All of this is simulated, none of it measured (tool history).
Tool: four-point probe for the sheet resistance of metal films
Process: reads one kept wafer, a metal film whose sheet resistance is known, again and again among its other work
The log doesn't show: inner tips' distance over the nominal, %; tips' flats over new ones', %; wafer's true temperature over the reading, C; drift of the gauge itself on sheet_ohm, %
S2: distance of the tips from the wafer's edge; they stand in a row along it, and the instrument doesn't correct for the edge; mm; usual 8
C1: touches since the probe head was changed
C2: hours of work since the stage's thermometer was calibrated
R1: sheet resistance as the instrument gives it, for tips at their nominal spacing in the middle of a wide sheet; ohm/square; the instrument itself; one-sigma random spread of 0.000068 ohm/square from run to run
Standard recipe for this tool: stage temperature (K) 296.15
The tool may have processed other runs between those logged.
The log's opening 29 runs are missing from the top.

run 30 hour=2514.2 | stage_temperature_(K)=296.15 S2=39 | C1=222115 C2=509 | R1=0.340138
run 31 hour=2607.9 | stage_temperature_(K)=293.15 S2=73 | C1=225310 C2=549 | R1=0.340858
-- hour=2614.7 new probe head fitted
run 32 hour=2723.3 | stage_temperature_(K)=297.15 S2=4 | C1=3704 C2=598 | R1=0.344406
run 33 hour=2786.6 | stage_temperature_(K)=295.15 S2=7 | C1=5867 C2=626 | R1=0.341805
run 34 hour=2891.4 | stage_temperature_(K)=307.15 S2=36 | C1=9439 C2=671 | R1=0.337473
run 35 hour=2953.3 | stage_temperature_(K)=293.15 S2=8 | C1=11551 C2=697 | R1=0.342105
run 36 hour=3029.2 | stage_temperature_(K)=296.15 S2=19 | C1=14143 C2=730 | R1=0.340197
run 37 hour=3102.8 | stage_temperature_(K)=296.15 S2=19 | C1=16651 C2=762 | R1=0.34028
run 38 hour=3227 | stage_temperature_(K)=293.15 S2=4 | C1=20888 C2=815 | R1=0.34542
run 39 hour=3308.8 | stage_temperature_(K)=293.15 S2=4 | C1=23680 C2=850 | R1=0.34546
run 40 hour=3422 | stage_temperature_(K)=303.15 S2=6 | C1=27541 C2=899 | R1=0.340308
run 41 hour=3487.2 | stage_temperature_(K)=301.15 S2=9 | C1=29765 C2=927 | R1=0.339706

The next listed run, before its measurement:
run 42 hour=3557.8 | stage_temperature_(K)=301.15 S2=9 | C1=32172 C2=957 | R1=?

{"run 42": {"R1": 0.339655}}
If the tool had no hidden condition, the same run with the same run-to-run variation would have returned R1 0.339677 ohm/square.
